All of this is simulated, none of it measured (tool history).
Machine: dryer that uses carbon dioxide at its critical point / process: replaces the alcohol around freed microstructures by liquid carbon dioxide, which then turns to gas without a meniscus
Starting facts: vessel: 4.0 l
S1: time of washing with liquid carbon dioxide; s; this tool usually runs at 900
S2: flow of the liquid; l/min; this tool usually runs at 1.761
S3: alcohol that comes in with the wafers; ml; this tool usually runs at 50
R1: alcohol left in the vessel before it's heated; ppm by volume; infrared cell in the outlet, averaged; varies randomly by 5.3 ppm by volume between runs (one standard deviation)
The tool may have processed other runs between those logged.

{"run": 1, "hour": 0.0, "S1": 900, "S2": 1.761, "S3": 50, "R1": 164}
{"run": 2, "hour": 6.2, "S1": 900, "S2": 1.761, "S3": 105, "R1": 342}
{"run": 3, "hour": 12.3, "S1": 900, "S2": 1.761, "S3": 105, "R1": 340}
{"run": 4, "hour": 19.3, "S1": 900, "S2": 1.761, "S3": 105, "R1": 355}
{"run": 5, "hour": 25.7, "S1": 900, "S2": 1.761, "S3": 105, "R1": 347}
{"run": 6, "hour": 34.4, "S1": 900, "S2": 1.761, "S3": 24, "R1": 104}
{"run": 7, "hour": 42.4, "S1": 900, "S2": 1.761, "S3": 24, "R1": 100}
{"run": 8, "hour": 50.7, "S1": 900, "S2": 1.761, "S3": 24, "R1": 98}
{"run": 9, "hour": 57.9, "S1": 900, "S2": 1.761, "S3": 24, "R1": 106}
{"run": 10, "hour": 63.7, "S1": 900, "S2": 1.761, "S3": 50, "R1": 192}
{"run": 11, "hour": 72.6, "S1": 900, "S2": 1.761, "S3": 50, "R1": 204}
{"run": 12, "hour": 81.6, "S1": 660, "S2": 1.761, "S3": 50, "R1": 610}
{"run": 13, "hour": 89.6, "S1": 900, "S2": 1.761, "S3": 23, "R1": 106}
{"run": 14, "hour": 96.8, "S1": 900, "S2": 1.761, "S3": 23, "R1": 101}
{"run": 15, "hour": 102.1, "S1": 1320, "S2": 1.15, "S3": 44, "R1": 247}
{"run": 16, "hour": 111.0, "S1": 1020, "S2": 1.15, "S3": 44, "R1": 559}
{"run": 17, "hour": 119.0, "S1": 1020, "S2": 1.92, "S3": 44, "R1": 98}
{"run": 18, "hour": 126.4, "S1": 780, "S2": 1.92, "S3": 100, "R1": 545}
{"run": 19, "hour": 131.4, "S1": 780, "S2": 1.92, "S3": 100, "R1": 561}
{"hour": 135.8, "done": "inlet filter changed"}
{"run": 20, "hour": 137.0, "S1": 900, "S2": 2.71, "S3": 27, "R1": 25}
{"run": 21, "hour": 142.3, "S1": 900, "S2": 2.71, "S3": 27, "R1": 28}
{"run": 22, "hour": 148.9, "S1": 900, "S2": 2.71, "S3": 27, "R1": 27}
{"run": 23, "hour": 153.6, "S1": 900, "S2": 2.71, "S3": 27, "R1": 35}
{"run": 24, "hour": 160.7, "S1": 900, "S2": 2.02, "S3": 50, "R1": 85}
{"run": 25, "hour": 170.2, "S1": 1020, "S2": 1.8, "S3": 78, "R1": 116}

For run 26, what comes out?
{"run": 26, "hour": 175.5, "S1": 1440, "S2": 1.8, "S3": 78, "R1": "?"}

{"run 26": {"R1": 36}}
The same run, on a tool lacking any hidden state, would have yielded R1 15 ppm by volume.
